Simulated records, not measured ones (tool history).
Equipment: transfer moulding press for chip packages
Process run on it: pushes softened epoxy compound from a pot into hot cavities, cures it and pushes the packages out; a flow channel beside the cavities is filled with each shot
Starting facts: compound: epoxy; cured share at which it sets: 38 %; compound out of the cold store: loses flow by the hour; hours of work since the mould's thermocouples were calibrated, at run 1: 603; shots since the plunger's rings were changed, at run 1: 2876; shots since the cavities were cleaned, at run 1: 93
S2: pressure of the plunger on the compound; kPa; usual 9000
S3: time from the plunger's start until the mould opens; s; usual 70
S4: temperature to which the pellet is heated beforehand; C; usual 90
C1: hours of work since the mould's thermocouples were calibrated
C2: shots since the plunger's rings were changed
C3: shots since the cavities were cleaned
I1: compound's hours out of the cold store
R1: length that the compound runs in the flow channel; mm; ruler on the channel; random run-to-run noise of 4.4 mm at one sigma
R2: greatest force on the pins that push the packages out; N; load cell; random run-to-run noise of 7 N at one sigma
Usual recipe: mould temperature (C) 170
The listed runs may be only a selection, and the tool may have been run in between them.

Run 1, hour 0.0: usual settings; C1 603; C2 2876; C3 93; I1 32.1. Result: R1 811 mm, R2 298 N.
Run 2, hour 26.2: usual settings but S3 66 s; C1 619; C2 3253; C3 470; I1 18.8. Result: R1 845 mm, R2 309 N.
Run 3, hour 42.7: usual settings but S3 66 s; C1 629; C2 3491; C3 708; I1 42.2. Result: R1 795 mm, R2 295 N.
At hour 47.1: plunger's sealing rings changed.
Run 4, hour 68.0: usual settings but S3 66 s; C1 643; C2 301; C3 1036; I1 26.0. Result: R1 833 mm, R2 307 N.
At hour 75.6: cavities cleaned with cleaning compound and waxed.
Run 5, hour 89.6: usual settings; C1 655; C2 590; C3 201; I1 43.9. Result: R1 793 mm, R2 288 N.
Run 6, hour 105.3: usual settings; C1 664; C2 816; C3 427; I1 8.6. Result: R1 868 mm, R2 303 N.
Run 7, hour 123.9: usual settings; C1 676; C2 1083; C3 694; I1 37.7. Result: R1 802 mm, R2 291 N.
Run 8, hour 142.6: usual settings but S2 9610 kPa; C1 687; C2 1353; C3 964; I1 47.4. Result: R1 811 mm, R2 287 N.
At hour 154.8: cavities cleaned with cleaning compound and waxed.
Run 9, hour 155.4: usual settings but S2 8540 kPa; C1 694; C2 1516; C3 9; I1 46.8. Result: R1 763 mm, R2 300 N.
Run 10, hour 172.6: usual settings but S2 8540 kPa; C1 705; C2 1764; C3 257; I1 30.6. Result: R1 804 mm, R2 291 N.
Run 11, hour 186.8: usual settings but S2 8540 kPa; C1 713; C2 1968; C3 461; I1 24.4. Result: R1 811 mm, R2 296 N.
At hour 204.5: mould's thermocouples calibrated.
Run 12, hour 209.0: usual settings but S2 8540 kPa; C1 3; C2 2259; C3 752; I1 28.0. Result: R1 802 mm, R2 295 N.
Run 13, hour 234.0: usual settings but mould temperature (C) 176; C1 18; C2 2619; C3 1112; I1 45.5. Result: R1 785 mm, R2 276 N.
At hour 236.8: cavities cleaned with cleaning compound and waxed.
Run 14, hour 247.3: usual settings but mould temperature (C) 176; C1 25; C2 2789; C3 151; I1 47.8. Result: R1 768 mm, R2 260 N.
Run 15, hour 270.0: usual settings but S3 88 s, S4 94 C; C1 39; C2 3116; C3 478; I1 18.9. Result: R1 844 mm, R2 274 N.
Run 16, hour 289.6: usual settings but mould temperature (C) 164, S2 10340 kPa, S3 109 s, S4 94 C; C1 51; C2 3398; C3 760; I1 37.3. Result: R1 878 mm, R2 261 N.
At hour 300.5: plunger's sealing rings changed.
At hour 319.1: cavities cleaned with cleaning compound and waxed.
Run 17, hour 319.5: usual settings but mould temperature (C) 164, S2 10340 kPa, S3 109 s, S4 94 C; C1 67; C2 252; C3 6; I1 8.3. Result: R1 950 mm, R2 266 N.
Run 18, hour 342.1: usual settings but mould temperature (C) 165, S2 10180 kPa, S3 54 s, S4 84 C; C1 80; C2 578; C3 332; I1 9.0. Result: R1 952 mm, R2 670 N.
Run 19, hour 354.2: usual settings but mould temperature (C) 165, S2 10180 kPa, S3 54 s, S4 84 C; C1 88; C2 752; C3 506; I1 38.6. Result: R1 877 mm, R2 626 N.
Run 20, hour 374.5: usual settings but mould temperature (C) 167, S2 7670 kPa, S3 68 s; C1 100; C2 1044; C3 798; I1 27.1. Result: R1 783 mm, R2 338 N.
Run 21, hour 392.1: usual settings but mould temperature (C) 177, S2 7670 kPa, S3 68 s; C1 111; C2 1297; C3 1051; I1 28.9. Result: R1 744 mm, R2 267 N.
At hour 398.1: cavities cleaned with cleaning compound and waxed.
Run 22, hour 409.4: usual settings but mould temperature (C) 171, S4 83 C; C1 120; C2 1525; C3 162; I1 13.3. Result: R1 852 mm, R2 300 N.
Run 23, hour 422.9: usual settings but mould temperature (C) 171, S4 99 C; C1 129; C2 1719; C3 356; I1 31.8. Result: R1 811 mm, R2 276 N.
Run 24, hour 441.1: usual settings but mould temperature (C) 176, S2 10650 kPa, S3 81 s; C1 140; C2 1980; C3 617; I1 19.1. Result: R1 912 mm, R2 253 N.
Run 25, hour 466.9: usual settings but S3 93 s; C1 155; C2 2352; C3 989; I1 39.6. Result: R1 811 mm, R2 248 N.
At hour 477.6: cavities cleaned with cleaning compound and waxed.
Run 26, hour 482.3: usual settings but S3 93 s; C1 164; C2 2553; C3 67; I1 27.1. Result: R1 825 mm, R2 258 N.
Run 27, hour 504.6: usual settings but mould temperature (C) 164, S2 10650 kPa, S4 94 C; C1 177; C2 2874; C3 388; I1 35.4. Result: R1 902 mm, R2 377 N.

Consider 3 possible next runs. They are alternatives, not a sequence: every one starts from the tool as it was left by run 27. What does each give?
Run A, hour 522.1: usual settings but S4 80 C; C1 188; C2 3126; C3 640; I1 35.7. Result: R1 ?, R2 ?.
Run B, hour 522.1: usual settings but mould temperature (C) 176, S2 9790 kPa, S4 93 C; C1 188; C2 3126; C3 640; I1 45.3. Result: R1 ?, R2 ?.
Run C, hour 522.1: usual settings but S2 8460 kPa; C1 188; C2 3126; C3 640; I1 38.3. Result: R1 ?, R2 ?.

run   R1   R2
  A  812  295
  B  806  255
  C  774  287
Without the tool's hidden state the same runs would have given:
run   R1   R2
  A  812  292
  B  807  253
  C  775  284
